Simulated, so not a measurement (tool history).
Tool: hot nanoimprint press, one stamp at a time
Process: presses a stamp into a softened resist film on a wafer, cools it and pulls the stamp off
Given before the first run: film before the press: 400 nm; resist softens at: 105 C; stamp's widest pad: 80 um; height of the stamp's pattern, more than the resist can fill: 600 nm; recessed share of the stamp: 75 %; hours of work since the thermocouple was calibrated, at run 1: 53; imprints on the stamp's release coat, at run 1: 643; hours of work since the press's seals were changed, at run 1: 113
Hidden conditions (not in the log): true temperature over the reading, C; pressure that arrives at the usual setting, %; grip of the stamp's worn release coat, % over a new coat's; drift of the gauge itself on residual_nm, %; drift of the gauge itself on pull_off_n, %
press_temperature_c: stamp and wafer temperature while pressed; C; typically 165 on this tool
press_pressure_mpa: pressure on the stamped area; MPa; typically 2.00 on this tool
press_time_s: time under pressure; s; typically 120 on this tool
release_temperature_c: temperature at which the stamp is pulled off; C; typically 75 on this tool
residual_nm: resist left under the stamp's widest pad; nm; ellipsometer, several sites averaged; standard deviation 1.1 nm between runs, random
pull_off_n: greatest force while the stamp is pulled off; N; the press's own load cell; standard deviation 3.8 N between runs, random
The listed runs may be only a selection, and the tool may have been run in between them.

run   hour  press_temperature_c  press_pressure_mpa  press_time_s  release_temperature_c  hours of work since the thermocouple was calibrated  imprints on the stamp's release coat  hours of work since the press's seals were changed  residual_nm  pull_off_n
  1    0.0                  165                2.00           120                     75                                                   53                                   643                                                 113        165.8         223
  2    5.0                  165                1.69           120                     75                                                   57                                   662                                                 117        177.4         224
  3    9.4                  165                1.69           120                     75                                                   61                                   680                                                 120        177.5         229
  4   13.1                  165                1.69           120                     75                                                   64                                   695                                                 123        175.8         222
  5   17.5                  166                1.69           120                     75                                                   67                                   712                                                 126        167.2         228
  6   24.2                  165                2.00           120                     75                                                   72                                   739                                                 132        162.7         236
  7   31.2                  165                2.00           120                     75                                                   78                                   767                                                 137        163.5         240
  8   38.1                  165                2.00           120                     75                                                   83                                   795                                                 143        162.6         234
  9   45.3                  165                2.00           120                     75                                                   89                                   823                                                 148        162.8         232
 10   52.4                  165                2.00           120                     75                                                   94                                   851                                                 154        162.3         242
 11   61.2                  165                2.00           120                     75                                                  101                                   887                                                 161        162.6         243
 12   66.4                  165                2.00           120                     75                                                  105                                   907                                                 165        163.1         253
 13   75.1                  165                2.00           120                     75                                                  112                                   942                                                 171        163.4         240
 14   79.0                  165                2.00           120                     75                                                  115                                   958                                                 175        161.0         247
 15   83.7                  165                1.46           120                     75                                                  119                                   976                                                 178        187.3         252
 16   87.6                  165                1.46           120                     75                                                  122                                   992                                                 181        185.9         244
 17   94.3                  165                1.46           120                     65                                                  127                                  1019                                                 186        187.0         324
     101.7  -- stamp cleaned and given a new release coat
 18  109.0                  165                1.46           120                     65                                                  134                                    29                                                 193        187.3         230
 19  115.7                  165                1.26           126                     75                                                  139                                    56                                                 199        196.5         184
 20  119.5                  165                1.26           126                     75                                                  142                                    71                                                 201        195.7         180
 21  128.5                  165                2.00            68                     60                                                  149                                   107                                                 208        199.0         264
 22  134.6                  173                1.79            68                     60                                                  154                                   131                                                 213        134.8         258
 23  143.2                  173                1.79            68                     60                                                  161                                   166                                                 220        133.5         270
 24  149.4                  170                1.74           128                     75                                                  165                                   191                                                 225        124.9         197
 25  153.8                  170                1.74           136                     72                                                  169                                   208                                                 228        121.2         208
 26  158.1                  167                1.74           232                     72                                                  172                                   225                                                 232        115.1         210
 27  163.1                  167                1.74           232                     72                                                  176                                   245                                                 236        115.5         212
 28  171.5                  168                2.48           120                     76                                                  183                                   279                                                 242        120.8         199
 29  178.9                  162                2.00           120                     75                                                  188                                   308                                                 248        191.3         205
 30  187.4                  162                1.39           120                     75                                                  195                                   342                                                 255        218.1         199

Forecast each of these 4 alternatives for the next run:
  A  191.7                  163                2.00           120                     75                                                  198                                   359                                                 258            ?           ?
  B  191.7                  171                1.39           120                     75                                                  198                                   359                                                 258            ?           ?
  C  191.7                  173                2.00            75                     75                                                  198                                   359                                                 258            ?           ?
  D  191.7                  158                2.00           128                     70                                                  198                                   359                                                 258            ?           ?

run  residual_nm  pull_off_n
  A        176.8         199
  B        131.8         203
  C        122.7         208
  D        235.2         230
The same runs, with their run-to-run variation unchanged, on a tool lacking any hidden condition would have given:
run  residual_nm  pull_off_n
  A        185.1         179
  B        137.9         183
  C        128.1         187
  D        245.3         206

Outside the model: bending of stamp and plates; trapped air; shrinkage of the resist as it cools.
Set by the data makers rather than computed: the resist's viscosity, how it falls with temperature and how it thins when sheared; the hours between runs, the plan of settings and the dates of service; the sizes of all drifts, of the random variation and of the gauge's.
